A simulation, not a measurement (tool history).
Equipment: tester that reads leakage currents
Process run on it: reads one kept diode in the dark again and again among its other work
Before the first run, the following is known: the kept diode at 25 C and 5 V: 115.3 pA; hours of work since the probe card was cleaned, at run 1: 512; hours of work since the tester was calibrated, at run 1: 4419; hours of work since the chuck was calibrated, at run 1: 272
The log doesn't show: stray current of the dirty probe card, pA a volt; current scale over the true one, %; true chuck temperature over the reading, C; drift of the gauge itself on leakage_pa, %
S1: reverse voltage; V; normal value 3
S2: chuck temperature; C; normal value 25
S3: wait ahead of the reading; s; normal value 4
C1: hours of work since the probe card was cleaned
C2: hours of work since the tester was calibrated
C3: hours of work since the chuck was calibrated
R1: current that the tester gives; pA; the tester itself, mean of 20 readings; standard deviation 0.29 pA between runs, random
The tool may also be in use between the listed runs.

run      day     S1  S2    S3    C1    C2    C3       R1
  1        0      3  25     4   512  4419   272    95.74
  2    3.717      3  25     4   580  4487   340    96.25
  3   11.375      3  25     4   720  4627   480     97.8
  4   18.267      3  25     4   846  4753   606    98.35
  5   23.642      3  25     4   944  4851   704    99.88
  6   29.308   1.36  25     4  1047  4954   807    72.44
  7    34.25   1.36  25     4  1138  5045   898     72.9
  8   37.917   1.36  25     4  1205  5112   965     73.5
  9   44.412  16.04  25     4  1323  5230  1083   206.01
 10   49.017      3  25     4  1408  5314  1167   102.87
 11   57.038      3  25     4  1554  5461  1314   104.75
      58.575  -- tester calibrated
 12   63.846      3  25     4  1677    96  1437   106.11
 13   67.867   1.17  25     4  1750   170  1510    71.89
 14   71.804   1.17  25     4  1822   242  1582     72.3
 15   77.904      3  25     4  1934   353  1694   108.33
      79.029  -- tester calibrated, once more
 16     81.8      3  50     4  2004    51  1763    666.6
       86.25  -- chuck's temperature calibrated
 17   89.358      3  50     4  2140   187    57   613.04
 18   95.483    5.9  33  1.57  2252   299   169   240.68
 19   99.162    5.9  33  1.57  2319   366   236   240.75
 20    104.6    5.9  33  1.57  2419   466   335   242.87
 21  113.279  11.22  28  1.57  2577   624   494   220.57
 22  117.342   1.36  58  3.91  2651   699   568   784.62
 23  123.421   8.19  58  3.91  2763   810   679  1630.47
 24  128.142    3.8  51  1.39  2849   896   766   752.78
     136.546  -- probe card cleaned and baked
 25  136.817    3.8  51  1.39     5  1052   922   756.57
 26  144.688   1.34  31  7.89   149  1196  1066   117.27
 27  152.925   5.18  25  5.34   299  1347  1216   129.44
 28  161.296   4.56  40  5.34   452  1499  1369   388.26
 29  168.325   4.56  51  5.34   581  1628  1497   843.83
 30  175.538   2.16  58  5.34   712  1760  1629  1005.62
 31  183.762      3  49  2.03   863  1910  1780   637.82
     187.425  -- chuck's temperature calibrated
 32  191.967      3  41  0.41  1011  2058    83   325.58
 33  198.583      3  41  0.41  1132  2179   204   329.42

Predict each of these 3 candidate next runs independently; none follows another, all start after run 33:
  A  203.054  1.45  20  0.35  1214  2261  286   ?
  B  203.054  1.61  25  4.08  1214  2261  286   ?
  C  203.054  4.18  50   1.2  1214  2261  286   ?

run      R1
  A   48.73
  B   75.47
  C  709.76
Take away the tool's hidden state, keep each run's random variation, and the runs would have read:
run      R1
  A    46.9
  B   72.85
  C  690.45
